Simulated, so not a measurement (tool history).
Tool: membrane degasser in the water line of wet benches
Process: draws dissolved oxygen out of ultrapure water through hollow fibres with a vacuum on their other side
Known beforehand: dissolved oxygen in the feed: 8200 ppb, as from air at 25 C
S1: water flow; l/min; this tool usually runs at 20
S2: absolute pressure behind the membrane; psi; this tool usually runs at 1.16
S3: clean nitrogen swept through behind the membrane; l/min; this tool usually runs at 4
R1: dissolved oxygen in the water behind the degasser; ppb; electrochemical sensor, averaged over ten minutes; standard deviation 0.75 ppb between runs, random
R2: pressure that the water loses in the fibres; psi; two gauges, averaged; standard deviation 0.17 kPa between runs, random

run      day  S1     S2     S3     R1     R2
  1        0  20   1.16      4   75.5  4.128
  2    7.583  20   1.16      4   75.6   4.11
  3   13.758  20   1.16   5.01     64  4.181
  4   17.992  20   1.16   5.01   62.8  4.141
  5   23.558  20  1.492      4  103.5  4.144
  6   31.675  12   1.16      4   40.1  2.515
  7   37.325  12   1.16      4   40.7  2.515
  8   43.142  13   1.16      4   43.2  2.735
  9   49.121  13   1.16      4   44.4  2.689
 10   56.371  13   1.16      4   44.3  2.727
 11   60.238  20   1.16   2.72  104.1   4.21
      60.662  -- vacuum gauge calibrated
 12   66.358  20   1.16   2.72  106.2  4.183
 13   74.542  20   1.16   2.72  103.1    4.2
 14   82.208  20   1.16   2.72  103.7  4.206
      87.942  -- vacuum gauge calibrated, once more
 15   88.971  20   1.16   2.72  102.9  4.179
 16   93.588  20   1.16   2.72  103.2  4.199
 17  102.338  20  0.795   1.65   82.7  4.238
 18  106.608  28   1.16   9.04   78.3  5.992
 19  114.946  18   1.16   9.04   35.9  3.761
 20  120.554  19   1.16   2.76   95.3  4.047
 21  127.546  21  2.052   4.89  132.7  4.473
 22  136.171  27  2.674   1.65  571.2  5.703
 23  140.058  17  2.234   2.93  180.6  3.591
 24  143.654  18  1.735   2.93  143.8   3.81
 25  148.633  32  1.984   3.49  283.1  6.789
 26  155.396  25   1.16   6.85   77.5  5.317
 27  162.096  25   1.16   6.85   77.4  5.285
     164.225  -- seals of the vacuum lines changed
 28  166.225  25   1.16   6.85   76.7  5.326
 29  171.425  17   1.16    1.8  120.1  3.632
 30  175.379  17   1.16    1.8  120.4  3.624
 31  183.988  17  1.666  11.82   41.1  3.624
 32  192.346  20  1.054   4.64   63.5  4.274

How would selected steps in R1 from run to run divide? Give the signed amount a tool lacking its hidden state would still show from settings, what came in and random variation, and the signed amount left for the hidden state, including any gauge scatter that is not in both of the compared results.
Hidden state present: membrane still open, %; true pressure behind the membrane over the reading, kPa; air that leaks in behind the membrane, l/min; drift of the gauge itself on oxygen_ppb, %; drift of the gauge itself on loss_of_pressure_kpa, %.
Run 21 -> 22: S1 21 -> 27, S2 2.052 -> 2.674, S3 4.89 -> 1.65. R1 +438.5 ppb: hidden state +8.1, all else +430.4.
Run 22 -> 23: S1 27 -> 17, S2 2.674 -> 2.234, S3 1.65 -> 2.93. R1 -390.6 ppb: hidden state -9.3, all else -381.3.
Run 24 -> 25: S1 18 -> 32, S2 1.735 -> 1.984, S3 2.93 -> 3.49. R1 +139.3 ppb: hidden state +13.4, all else +125.9.
Run 25 -> 26: S1 32 -> 25, S2 1.984 -> 1.16, S3 3.49 -> 6.85. R1 -205.6 ppb: hidden state -8.4, all else -197.2.
